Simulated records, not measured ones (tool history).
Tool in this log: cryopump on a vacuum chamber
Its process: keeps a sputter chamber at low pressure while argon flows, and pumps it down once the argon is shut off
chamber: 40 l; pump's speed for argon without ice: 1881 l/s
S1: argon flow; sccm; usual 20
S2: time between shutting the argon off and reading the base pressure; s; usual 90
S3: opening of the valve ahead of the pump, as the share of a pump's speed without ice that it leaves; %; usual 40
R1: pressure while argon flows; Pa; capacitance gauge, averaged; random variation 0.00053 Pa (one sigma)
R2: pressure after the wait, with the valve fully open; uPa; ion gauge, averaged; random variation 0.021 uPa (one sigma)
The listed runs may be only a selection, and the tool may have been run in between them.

run 1 day=0.000 | S1=20 S2=90 S3=40 | R1=0.0495 R2=0.68
run 2 day=0.742 | S1=20 S2=90 S3=40 | R1=0.0499 R2=0.69
run 3 day=1.475 | S1=20 S2=90 S3=40 | R1=0.0491 R2=0.66
run 4 day=2.746 | S1=20 S2=90 S3=40 | R1=0.0504 R2=0.63
run 5 day=3.625 | S1=20 S2=90 S3=38 | R1=0.0527 R2=0.69
run 6 day=4.483 | S1=20 S2=90 S3=38 | R1=0.0538 R2=0.68
run 7 day=5.579 | S1=20 S2=90 S3=40 | R1=0.0508 R2=0.68
run 8 day=6.500 | S1=20 S2=90 S3=40 | R1=0.0520 R2=0.69
run 9 day=7.179 | S1=20 S2=90 S3=40 | R1=0.0521 R2=0.68
run 10 day=8.375 | S1=20 S2=90 S3=22 | R1=0.0890 R2=0.68
run 11 day=9.296 | S1=20 S2=90 S3=22 | R1=0.0887 R2=0.73
run 12 day=10.562 | S1=20 S2=90 S3=30 | R1=0.0683 R2=0.70
run 13 day=11.821 | S1=20 S2=41 S3=40 | R1=0.0542 R2=1.09
run 14 day=12.908 | S1=20 S2=41 S3=40 | R1=0.0458 R2=1.01
run 15 day=13.983 | S1=11 S2=41 S3=40 | R1=0.0259 R2=1.00
run 16 day=15.188 | S1=20 S2=90 S3=28 | R1=0.0652 R2=0.65
run 17 day=15.846 | S1=20 S2=90 S3=28 | R1=0.0654 R2=0.66
run 18 day=16.433 | S1=20 S2=90 S3=28 | R1=0.0650 R2=0.63
run 19 day=17.008 | S1=35 S2=90 S3=40 | R1=0.0803 R2=0.61
run 20 day=18.008 | S1=20 S2=25 S3=49 | R1=0.0383 R2=1.52
run 21 day=19.188 | S1=20 S2=25 S3=49 | R1=0.0387 R2=1.49
run 22 day=19.979 | S1=20 S2=25 S3=49 | R1=0.0385 R2=1.50
run 23 day=21.092 | S1=20 S2=44 S3=49 | R1=0.0383 R2=1.03
run 24 day=22.162 | S1=14 S2=90 S3=40 | R1=0.0331 R2=0.65
run 25 day=22.983 | S1=14 S2=90 S3=40 | R1=0.0334 R2=0.69
run 26 day=24.225 | S1=14 S2=90 S3=40 | R1=0.0335 R2=0.67
run 27 day=25.238 | S1=12 S2=260 S3=42 | R1=0.0269 R2=0.47
run 28 day=25.962 | S1=12 S2=260 S3=42 | R1=0.0271 R2=0.46
run 29 day=26.921 | S1=12 S2=260 S3=42 | R1=0.0285 R2=0.45
run 30 day=28.021 | S1=20 S2=90 S3=25 | R1=0.0751 R2=0.71
run 31 day=28.650 | S1=20 S2=90 S3=25 | R1=0.0739 R2=0.69
run 32 day=29.708 | S1=20 S2=90 S3=27 | R1=0.0711 R2=0.67
run 33 day=30.321 | S1=20 S2=90 S3=27 | R1=0.0712 R2=0.68
run 34 day=31.188 | S1=20 S2=90 S3=20 | R1=0.0945 R2=0.68

Not shown here: 1 entry made in the log between runs. Locate each between two listed runs and compare the hidden state at the listed run before it with the hidden state at the listed run after it:
Between runs 13 and 14: pump warmed up, emptied and cooled again (day 12.546)
  pump's speed, % of a pump's without ice: 69 -> 99.6; cold plate's temperature, K: 12.72 -> 12.73; leak into the chamber, uPa l/s: 505 -> 506
  what was measured, less what the result would be without the hidden state, R1: +0.0085 -> +0.0004 Pa; R2: +0.23 -> +0.11 uPa
